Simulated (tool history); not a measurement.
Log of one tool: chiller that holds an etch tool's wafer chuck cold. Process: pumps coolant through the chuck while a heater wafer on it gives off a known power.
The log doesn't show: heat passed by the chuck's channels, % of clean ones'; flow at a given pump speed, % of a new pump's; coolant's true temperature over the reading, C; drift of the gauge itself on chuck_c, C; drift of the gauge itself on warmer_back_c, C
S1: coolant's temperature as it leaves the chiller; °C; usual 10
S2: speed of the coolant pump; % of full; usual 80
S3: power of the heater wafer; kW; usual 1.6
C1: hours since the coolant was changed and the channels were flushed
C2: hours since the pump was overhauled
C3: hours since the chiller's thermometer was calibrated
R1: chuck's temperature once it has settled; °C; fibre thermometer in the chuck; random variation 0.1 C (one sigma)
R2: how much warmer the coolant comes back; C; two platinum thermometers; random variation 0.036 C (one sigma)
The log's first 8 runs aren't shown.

Run 9, hour 176.2: usual settings; C1 3439; C2 1282; C3 1264. Result: R1 28.6 °C, R2 6.45 C.
Run 10, hour 209.3: usual settings; C1 3472; C2 1315; C3 1297. Result: R1 28.5 °C, R2 6.54 C.
Run 11, hour 228.2: usual settings; C1 3491; C2 1334; C3 1316. Result: R1 28.5 °C, R2 6.5 C.
Run 12, hour 248.3: usual settings but S2 93 % of full; C1 3511; C2 1354; C3 1336. Result: R1 27 °C, R2 5.49 C.
Run 13, hour 282.3: usual settings but S1 1 °C; C1 3545; C2 1388; C3 1370. Result: R1 19.5 °C, R2 6.44 C.
Run 14, hour 302.6: usual settings but S1 1 °C; C1 3566; C2 1409; C3 1390. Result: R1 19.4 °C, R2 6.42 C.
Run 15, hour 329.5: usual settings but S1 1 °C; C1 3593; C2 1435; C3 1417. Result: R1 19.6 °C, R2 6.44 C.
Run 16, hour 366.8: usual settings but S1 1 °C; C1 3630; C2 1473; C3 1454. Result: R1 19.5 °C, R2 6.44 C.
Run 17, hour 384.1: usual settings but S1 1 °C; C1 3647; C2 1490; C3 1471. Result: R1 19.7 °C, R2 6.45 C.
Run 18, hour 422.1: usual settings but S1 1 °C; C1 3685; C2 1528; C3 1510. Result: R1 19.5 °C, R2 6.45 C.
Run 19, hour 441.1: usual settings but S1 2 °C, S2 66 % of full, S3 2.233 kW; C1 3704; C2 1547; C3 1529. Result: R1 30.7 °C, R2 11.03 C.
Run 20, hour 477: usual settings but S1 15 °C, S3 1.771 kW; C1 3740; C2 1583; C3 1564. Result: R1 35.2 °C, R2 7.2 C.
Run 21, hour 512: usual settings but S1 12 °C, S3 0.84 kW; C1 3775; C2 1618; C3 1599. Result: R1 21.7 °C, R2 3.37 C.
Run 22, hour 540.2: usual settings but S1 7 °C, S2 70 % of full, S3 0.833 kW; C1 3803; C2 1646; C3 1628. Result: R1 17.3 °C, R2 3.82 C.
Run 23, hour 570.2: usual settings but S1 5 °C, S3 0.849 kW; C1 3833; C2 1676; C3 1658. Result: R1 14.9 °C, R2 3.43 C.
Run 24, hour 604.6: usual settings but S2 67 % of full, S3 0.849 kW; C1 3868; C2 1711; C3 1692. Result: R1 20.9 °C, R2 4.14 C.
Run 25, hour 624.8: usual settings but S1 3 °C, S2 68 % of full, S3 0.88 kW; C1 3888; C2 1731; C3 1712. Result: R1 14.2 °C, R2 4.18 C.

Run 26 comes next. What will it give?
Run 26, hour 663.5: usual settings but S1 3 °C, S2 68 % of full, S3 1.087 kW; C1 3927; C2 1769; C3 1751. Result: R1 ?, R2 ?.

R1: 16.9 °C
R2: 5.16 C
Without the tool's hidden state the same run would have given R1 16.9 °C, R2 5.16 C.
